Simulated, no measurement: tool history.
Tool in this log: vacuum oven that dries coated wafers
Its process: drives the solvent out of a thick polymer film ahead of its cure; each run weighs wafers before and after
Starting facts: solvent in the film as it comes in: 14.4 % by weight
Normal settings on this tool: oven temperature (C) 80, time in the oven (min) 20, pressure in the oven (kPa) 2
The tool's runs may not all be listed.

run	hour	oven temperature (C)	time in the oven (min)	pressure in the oven (kPa)	solvent left in the film (%)
1	0	80	20	2	3.42
2	27.1	80	20	2	3.41
3	62.1	80	20	2	3.41
4	89.4	80	26	2	2.68
5	120.4	80	26	2	2.64
6	149.8	80	26	2	2.66
7	180.3	94	16	1.03	1.09
# hour 183.2: vacuum gauge cleaned of residue and calibrated
8	207.3	79	15	2	4.8
9	229.7	79	15	2	4.79
10	262.8	79	15	2	4.74
11	292.5	79	15	2	4.85

Predict each of these 4 candidate next runs independently; none follows another, all start after run 11:
A	325.4	79	15	1.53	?
B	325.4	71	20	2	?
C	325.4	88	18	7.29	?
D	325.4	69	10	2.41	?

run	solvent left in the film (%)
A	4.54
B	5.93
C	4.19
D	9.01
With the hidden condition removed and each run's random variation left untouched, the same runs would have given:
run	solvent left in the film (%)
A	4.41
B	5.73
C	4.08
D	8.86
